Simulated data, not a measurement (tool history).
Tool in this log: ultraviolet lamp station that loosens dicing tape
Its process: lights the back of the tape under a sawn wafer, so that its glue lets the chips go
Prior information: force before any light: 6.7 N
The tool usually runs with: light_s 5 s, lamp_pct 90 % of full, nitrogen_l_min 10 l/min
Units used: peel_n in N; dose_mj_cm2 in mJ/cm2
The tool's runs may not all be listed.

{"run": 1, "hour": 0.0, "light_s": 5, "lamp_pct": 90, "nitrogen_l_min": 10, "peel_n": 0.365, "dose_mj_cm2": 497}
{"run": 2, "hour": 9.8, "light_s": 5, "lamp_pct": 90, "nitrogen_l_min": 10, "peel_n": 0.38, "dose_mj_cm2": 502}
{"run": 3, "hour": 19.5, "light_s": 5, "lamp_pct": 90, "nitrogen_l_min": 10, "peel_n": 0.389, "dose_mj_cm2": 497}
{"run": 4, "hour": 26.2, "light_s": 5, "lamp_pct": 90, "nitrogen_l_min": 10, "peel_n": 0.386, "dose_mj_cm2": 494}
{"run": 5, "hour": 31.3, "light_s": 5, "lamp_pct": 90, "nitrogen_l_min": 10, "peel_n": 0.4, "dose_mj_cm2": 502}
{"run": 6, "hour": 37.3, "light_s": 5, "lamp_pct": 90, "nitrogen_l_min": 10, "peel_n": 0.379, "dose_mj_cm2": 498}
{"run": 7, "hour": 45.9, "light_s": 5, "lamp_pct": 90, "nitrogen_l_min": 10, "peel_n": 0.394, "dose_mj_cm2": 488}
{"run": 8, "hour": 55.0, "light_s": 5, "lamp_pct": 90, "nitrogen_l_min": 10, "peel_n": 0.384, "dose_mj_cm2": 487}
{"run": 9, "hour": 63.4, "light_s": 5, "lamp_pct": 90, "nitrogen_l_min": 10, "peel_n": 0.423, "dose_mj_cm2": 485}
{"run": 10, "hour": 75.6, "light_s": 5, "lamp_pct": 90, "nitrogen_l_min": 10, "peel_n": 0.413, "dose_mj_cm2": 485}
{"run": 11, "hour": 87.4, "light_s": 5, "lamp_pct": 90, "nitrogen_l_min": 10, "peel_n": 0.433, "dose_mj_cm2": 477}
{"run": 12, "hour": 98.0, "light_s": 5, "lamp_pct": 90, "nitrogen_l_min": 13, "peel_n": 0.329, "dose_mj_cm2": 478}
{"run": 13, "hour": 109.4, "light_s": 5, "lamp_pct": 90, "nitrogen_l_min": 13, "peel_n": 0.336, "dose_mj_cm2": 471}
{"run": 14, "hour": 119.7, "light_s": 5, "lamp_pct": 90, "nitrogen_l_min": 13, "peel_n": 0.36, "dose_mj_cm2": 468}
{"run": 15, "hour": 129.5, "light_s": 7, "lamp_pct": 75, "nitrogen_l_min": 10, "peel_n": 0.293, "dose_mj_cm2": 547}
{"run": 16, "hour": 137.7, "light_s": 8, "lamp_pct": 64, "nitrogen_l_min": 10, "peel_n": 0.326, "dose_mj_cm2": 530}
{"hour": 139.0, "done": "window cleaned of glue's vapour"}
{"run": 17, "hour": 149.5, "light_s": 3, "lamp_pct": 76, "nitrogen_l_min": 10, "peel_n": 1.745, "dose_mj_cm2": 232}

Predict the results of run 18:
{"run": 18, "hour": 159.5, "light_s": 9, "lamp_pct": 84, "nitrogen_l_min": 6, "peel_n": "?", "dose_mj_cm2": "?"}

Run 18 measured peel_n 0.216 N, dose_mj_cm2 752 mJ/cm2.
Without the tool's hidden state the same run would have given peel_n 0.105 N, dose_mj_cm2 985 mJ/cm2.

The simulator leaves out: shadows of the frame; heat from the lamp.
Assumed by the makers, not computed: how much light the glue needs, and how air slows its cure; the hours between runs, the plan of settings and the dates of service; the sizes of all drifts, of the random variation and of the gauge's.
